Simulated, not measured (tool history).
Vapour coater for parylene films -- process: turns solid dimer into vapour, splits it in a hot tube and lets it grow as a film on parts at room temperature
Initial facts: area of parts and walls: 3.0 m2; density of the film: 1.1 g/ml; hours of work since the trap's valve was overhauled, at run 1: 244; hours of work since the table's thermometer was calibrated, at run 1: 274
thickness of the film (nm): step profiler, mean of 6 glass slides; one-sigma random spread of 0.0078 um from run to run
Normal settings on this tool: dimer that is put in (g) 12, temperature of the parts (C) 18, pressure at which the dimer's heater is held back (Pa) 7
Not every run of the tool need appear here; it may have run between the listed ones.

run,hour,dimer that is put in (g),temperature of the parts (C),pressure at which the dimer's heater is held back (Pa),hours of work since the trap's valve was overhauled,hours of work since the table's thermometer was calibrated,thickness of the film (nm)
1,0,12,18,7,244,274,2499
2,32.3,12,18,11.7,258,288,2409
3,68,12,18,11.7,274,304,2411
4,86.7,12,14,7,283,312,2858
5,109.7,12,12,7,293,322,3044
6,125.8,12,12,7,300,329,3049
7,143.9,12,12,7,308,337,3054
8,167.7,19,18,7,318,348,3918
9,184.6,19,18,7,326,355,3909
10,199.1,12,18,7,332,362,2468
11,222.1,12,18,7,343,372,2477
12,254.5,12,18,7,357,386,2484
13,288.2,12,11,7,372,401,3139
14,303.1,9,18,7,378,408,1842
15,321.6,12,15,7,387,416,2726
16,341.9,8,18,7,396,425,1629
# hour 375: trap's valve overhauled
17,381.3,12,13,7,3,441,3079
18,398.5,12,13,7,10,448,3073
19,434.5,12,15,7,26,464,2866
20,454.5,12,18,7,35,473,2585
21,485.3,12,18,7,49,487,2582
22,520.2,12,23,7,64,502,2184
23,555.1,12,29,7,80,518,1779
24,577.3,18,13,7,90,528,4567
25,604.4,11,10,5.32,102,540,3154
26,623,15,10,4.28,110,548,4357
27,642.7,7,11,2.31,119,557,2053
28,677.9,12,22,4.99,134,572,2283
29,703.1,12,22,4.99,145,583,2261
30,738.9,9,22,4.99,161,599,1707
31,767.9,9,22,4.99,174,612,1712
32,785.7,9,18,2.43,182,620,2051
33,800.5,17,15,7,189,626,3989

Predict the results of run 34:
34,832.3,18,10,4,203,641,?

thickness of the film (nm): 5182
Take away the tool's hidden state, keep the run-to-run variation as it was, and the same run would have given thickness of the film (nm) 5270.
